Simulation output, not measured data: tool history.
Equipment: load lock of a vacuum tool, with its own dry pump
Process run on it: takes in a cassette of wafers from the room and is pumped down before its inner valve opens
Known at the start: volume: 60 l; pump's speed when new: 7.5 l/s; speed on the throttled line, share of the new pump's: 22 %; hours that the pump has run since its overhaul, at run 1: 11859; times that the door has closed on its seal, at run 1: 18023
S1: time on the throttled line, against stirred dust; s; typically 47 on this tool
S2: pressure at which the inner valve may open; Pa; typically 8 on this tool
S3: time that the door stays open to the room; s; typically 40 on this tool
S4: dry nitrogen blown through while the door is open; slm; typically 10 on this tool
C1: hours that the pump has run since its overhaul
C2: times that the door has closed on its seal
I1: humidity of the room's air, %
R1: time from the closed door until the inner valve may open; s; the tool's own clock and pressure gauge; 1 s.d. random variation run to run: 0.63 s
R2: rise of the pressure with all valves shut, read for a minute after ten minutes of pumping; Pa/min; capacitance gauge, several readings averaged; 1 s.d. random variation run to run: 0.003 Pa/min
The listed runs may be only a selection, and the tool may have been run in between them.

run 1 hour=0.0 | S1=47 S2=8 S3=40 S4=10 | C1=11859 C2=18023 | I1=42.9 | R1=112.2 R2=0.015
run 2 hour=240.2 | S1=47 S2=8 S3=40 S4=10 | C1=12099 C2=18646 | I1=46.7 | R1=112.3 R2=0.014
run 3 hour=557.8 | S1=47 S2=8 S3=40 S4=10 | C1=12417 C2=19469 | I1=47.8 | R1=112.2 R2=0.022
run 4 hour=884.4 | S1=47 S2=8 S3=40 S4=10 | C1=12743 C2=20316 | I1=46.4 | R1=112.0 R2=0.014
run 5 hour=1105.0 | S1=47 S2=9 S3=40 S4=10 | C1=12964 C2=20887 | I1=45.0 | R1=111.0 R2=0.012
run 6 hour=1401.3 | S1=47 S2=9 S3=40 S4=10 | C1=13260 C2=21655 | I1=45.4 | R1=110.9 R2=0.019
run 7 hour=1817.3 | S1=47 S2=9 S3=40 S4=10 | C1=13676 C2=22734 | I1=42.7 | R1=110.2 R2=0.018
run 8 hour=2251.2 | S1=47 S2=9 S3=40 S4=13 | C1=14110 C2=23858 | I1=48.7 | R1=111.1 R2=0.013
run 9 hour=2627.6 | S1=47 S2=9 S3=40 S4=13 | C1=14487 C2=24834 | I1=50.0 | R1=113.1 R2=0.014
run 10 hour=3014.5 | S1=47 S2=9 S3=40 S4=13 | C1=14873 C2=25837 | I1=47.4 | R1=111.8 R2=0.013
run 11 hour=3353.4 | S1=47 S2=9 S3=40 S4=13 | C1=15212 C2=26715 | I1=42.4 | R1=111.4 R2=0.009
run 12 hour=3722.0 | S1=47 S2=9 S3=40 S4=13 | C1=15581 C2=27671 | I1=45.9 | R1=110.4 R2=0.018
run 13 hour=4085.6 | S1=73 S2=11 S3=40 S4=10 | C1=15945 C2=28613 | I1=43.4 | R1=129.4 R2=0.020
run 14 hour=4498.8 | S1=73 S2=11 S3=40 S4=10 | C1=16358 C2=29684 | I1=45.2 | R1=129.2 R2=0.013
run 15 hour=4730.4 | S1=73 S2=11 S3=40 S4=10 | C1=16589 C2=30285 | I1=45.8 | R1=129.1 R2=0.019
run 16 hour=5156.0 | S1=83 S2=8 S3=27 S4=10 | C1=17015 C2=31388 | I1=43.2 | R1=140.2 R2=0.012
run 17 hour=5650.8 | S1=83 S2=8 S3=27 S4=32 | C1=17510 C2=32670 | I1=43.8 | R1=140.3 R2=0.010
run 18 hour=5897.7 | S1=53 S2=13 S3=83 S4=44 | C1=17757 C2=33310 | I1=47.5 | R1=112.8 R2=0.014
run 19 hour=6265.4 | S1=28 S2=12 S3=136 S4=13 | C1=18124 C2=34264 | I1=43.7 | R1=93.9 R2=0.033
run 20 hour=6773.6 | S1=42 S2=7 S3=166 S4=19 | C1=18633 C2=35581 | I1=45.2 | R1=109.5 R2=0.026
run 21 hour=7149.9 | S1=40 S2=15 S3=25 S4=10 | C1=19009 C2=36556 | I1=44.7 | R1=100.8 R2=0.012
-- hour=7210.4 door's seal changed, seat wiped
run 22 hour=7638.1 | S1=80 S2=8 S3=40 S4=10 | C1=19496 C2=1109 | I1=48.0 | R1=138.8 R2=0.019
run 23 hour=7958.2 | S1=80 S2=7 S3=31 S4=10 | C1=19816 C2=1938 | I1=44.9 | R1=139.3 R2=0.013
run 24 hour=8299.2 | S1=80 S2=7 S3=31 S4=10 | C1=20157 C2=2822 | I1=44.8 | R1=140.0 R2=0.010

Some steps in R2 between neighbouring runs. How much of each would the tool show without its hidden state too (settings, what came in, random variation), and how much is left for the hidden state, with any gauge scatter that isn't in both results?
What the log doesn't record here: pump's speed, % of a new pump's; leak at the door's seal, Pa l/s; drift of the gauge itself on ready_s, %; drift of the gauge itself on rise_pa_min, %.
Run 5 -> 6: no setting changed, nothing entered. R2 +0.007 Pa/min: hidden state +0.001, all else +0.006.
Run 18 -> 19: S1 53 -> 28, S2 13 -> 12, S3 83 -> 136, S4 44 -> 13. R2 +0.019 Pa/min: hidden state -0.001, all else +0.020.
Run 20 -> 21: S1 42 -> 40, S2 7 -> 15, S3 166 -> 25, S4 19 -> 10. R2 -0.014 Pa/min: hidden state +0.000, all else -0.014.
Run 21 -> 22: S1 40 -> 80, S2 15 -> 8, S3 25 -> 40, door's seal changed, seat wiped. R2 +0.007 Pa/min: hidden state -0.003, all else +0.010.

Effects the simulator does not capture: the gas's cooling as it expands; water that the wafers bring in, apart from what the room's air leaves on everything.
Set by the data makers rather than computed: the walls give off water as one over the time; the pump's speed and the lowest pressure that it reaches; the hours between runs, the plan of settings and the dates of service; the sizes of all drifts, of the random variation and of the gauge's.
